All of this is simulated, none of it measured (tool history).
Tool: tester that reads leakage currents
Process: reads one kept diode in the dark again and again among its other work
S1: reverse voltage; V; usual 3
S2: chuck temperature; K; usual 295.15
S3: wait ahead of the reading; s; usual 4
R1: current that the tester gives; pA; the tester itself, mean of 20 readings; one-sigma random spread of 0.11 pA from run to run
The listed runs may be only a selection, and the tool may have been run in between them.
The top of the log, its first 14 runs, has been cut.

| run | hour | S1 | S2 | S3 | R1 |
|---|---|---|---|---|---|
|  | 1530.4 | probe card cleaned and baked |
| 15 | 1590.6 | 3.24 | 295.15 | 4 | 30.41 |
| 16 | 1665 | 3 | 313.15 | 4 | 121.07 |
| 17 | 1785 | 3 | 295.15 | 4 | 29.17 |
| 18 | 1856.3 | 3 | 295.15 | 4 | 29.08 |
| 19 | 2002.7 | 3 | 295.15 | 4 | 29.01 |
| 20 | 2101.8 | 3 | 295.15 | 0.82 | 29.34 |
|  | 2135.5 | chuck's temperature calibrated |
| 21 | 2198.4 | 3 | 313.15 | 0.75 | 133.84 |
| 22 | 2319 | 2.4 | 319.15 | 0.75 | 183.61 |
| 23 | 2422.8 | 2.4 | 319.15 | 0.75 | 181 |
| 24 | 2537.8 | 2.15 | 327.15 | 4 | 294.35 |
| 25 | 2604.5 | 3.66 | 296.15 | 4.94 | 40.4 |
| 26 | 2733.9 | 3 | 305.15 | 4 | 71.09 |
| 27 | 2812.4 | 3 | 305.15 | 4 | 70.44 |
| 28 | 2916.6 | 3.07 | 296.15 | 0.59 | 37.23 |
| 29 | 2996.2 | 3.67 | 308.15 | 7.67 | 96.73 |
| 30 | 3069.4 | 1.03 | 307.15 | 1.19 | 46.07 |
| 31 | 3169.1 | 2.3 | 307.15 | 2.3 | 69.31 |
| 32 | 3248.4 | 1.3 | 294.15 | 2.06 | 19.41 |
| 33 | 3311.4 | 1.3 | 294.15 | 2.06 | 19.34 |
|  | 3394.9 | chuck's temperature calibrated |
| 34 | 3460.8 | 4.05 | 303.15 | 4.56 | 79.67 |
| 35 | 3598.8 | 7.62 | 309.15 | 4 | 171.52 |
|  | 3610.8 | probe card cleaned and baked |
| 36 | 3702.7 | 7.62 | 309.15 | 4 | 151.43 |
| 37 | 3837.4 | 4.3 | 304.15 | 0.44 | 78.04 |
| 38 | 3931.7 | 3 | 311.15 | 4 | 108.25 |
| 39 | 4057.5 | 3 | 311.15 | 4 | 107.19 |

Branching from run 39: 3 alternative next runs. What would each branch give?
| A | 4163.6 | 12.42 | 300.15 | 1.63 | ? |
| B | 4163.6 | 3 | 311.15 | 1.07 | ? |
| C | 4163.6 | 3 | 293.15 | 0.6 | ? |

| run | R1 |
|---|---|
| A | 97 |
| B | 106.68 |
| C | 26.99 |
Had the tool no hidden state, the same runs would have come out as:
| run | R1 |
|---|---|
| A | 97.15 |
| B | 113.57 |
| C | 27.42 |
